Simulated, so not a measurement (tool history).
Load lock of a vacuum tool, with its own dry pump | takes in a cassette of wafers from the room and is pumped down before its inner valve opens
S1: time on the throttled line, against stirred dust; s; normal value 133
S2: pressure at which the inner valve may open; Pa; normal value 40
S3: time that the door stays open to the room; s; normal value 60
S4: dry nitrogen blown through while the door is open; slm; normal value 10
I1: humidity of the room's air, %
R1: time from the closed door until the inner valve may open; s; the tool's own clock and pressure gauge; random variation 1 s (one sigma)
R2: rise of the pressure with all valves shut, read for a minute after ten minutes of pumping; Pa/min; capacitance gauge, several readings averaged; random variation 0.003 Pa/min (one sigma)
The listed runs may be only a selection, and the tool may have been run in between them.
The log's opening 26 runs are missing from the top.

run	hour	S1	S2	S3	S4	I1	R1	R2
27	2705.9	102	38	33	19	46	189.9	0.086
28	2789.4	102	38	33	19	47.6	187.9	0.085
29	2877.3	102	38	33	19	46.9	189.7	0.084
30	3019.4	102	48	33	19	47.3	186.7	0.088
31	3120.3	88	38	33	9	45	178.5	0.094
32	3222	187	78	131	6	46.3	252.4	0.138
33	3370.2	110	54	40	14	44.2	192.2	0.095
34	3430.9	110	54	40	14	44.7	190.3	0.093
35	3568.4	133	44	60	10	44.6	214.8	0.099
36	3700.3	203	52	194	8	42.6	272.4	0.147
37	3773.3	133	42	186	10	45.4	213.3	0.146

Here are 4 independent what-if runs from the current tool condition. What would each one return?
A	3909	133	33	60	6	41.7	?	?
B	3909	133	42	186	23	45.7	?	?
C	3909	133	33	64	21	44	?	?
D	3909	133	34	60	6	43	?	?

run	R1	R2
A	215.8	0.112
B	215.4	0.123
C	220	0.101
D	219.4	0.114
Stripped of hidden state, with their random variation kept, the same runs would have yielded:
run	R1	R2
A	209.5	0.037
B	209	0.047
C	213.6	0.025
D	213	0.037
